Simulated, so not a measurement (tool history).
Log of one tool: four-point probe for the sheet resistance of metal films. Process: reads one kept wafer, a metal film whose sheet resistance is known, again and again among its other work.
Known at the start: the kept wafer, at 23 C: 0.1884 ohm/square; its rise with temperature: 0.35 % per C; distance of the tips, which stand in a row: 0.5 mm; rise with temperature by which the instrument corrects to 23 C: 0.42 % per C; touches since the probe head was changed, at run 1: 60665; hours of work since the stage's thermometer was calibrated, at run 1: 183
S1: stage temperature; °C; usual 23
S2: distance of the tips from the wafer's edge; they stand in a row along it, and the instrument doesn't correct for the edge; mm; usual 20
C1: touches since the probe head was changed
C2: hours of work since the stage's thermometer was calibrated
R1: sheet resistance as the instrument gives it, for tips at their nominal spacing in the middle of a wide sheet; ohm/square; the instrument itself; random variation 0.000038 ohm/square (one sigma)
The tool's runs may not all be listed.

run,hour,S1,S2,C1,C2,R1
1,0,23,20,60665,183,0.191093
2,15.8,23,20,61443,192,0.191118
3,33.8,23,20,62329,203,0.191058
4,51.9,23,20,63223,214,0.191206
5,63.2,23,20,63781,221,0.191079
6,71.8,23,20,64204,226,0.191202
7,86.3,23,20,64918,235,0.191243
8,102.9,23,20,65735,245,0.191236
9,116.7,21,20,66417,254,0.191498
10,135.1,21,38,67322,265,0.191543
11,148.5,21,38,67981,273,0.191601
12,161.4,23,20,68618,281,0.191331
13,170.5,23,20,69068,286,0.191395
14,183.2,23,20,69692,294,0.191392
15,201.8,23,20,70608,305,0.191397
16,213.3,26,20,71176,312,0.190907
17,223.7,23,17,71689,318,0.191418
18,243.1,23,17,72643,330,0.191485
19,260.6,23,17,73508,341,0.191503
20,277.3,23,17,74328,351,0.191592
21,289,26,20,74908,358,0.191194
22,308.3,26,20,75858,370,0.191156
23,319.5,26,20,76407,376,0.191263
24,336.9,26,20,77268,387,0.191281
25,346.1,29,7,77721,393,0.191327
# hour 350.2: new probe head fitted
26,356.4,29,7,306,398,0.188341

Run 27 comes next. What will it give?
27,370.2,30,66,985,406,?

{"run 27": {"R1": 0.187684}}
Without the tool's hidden state the same run would have given R1 0.187459 ohm/square.
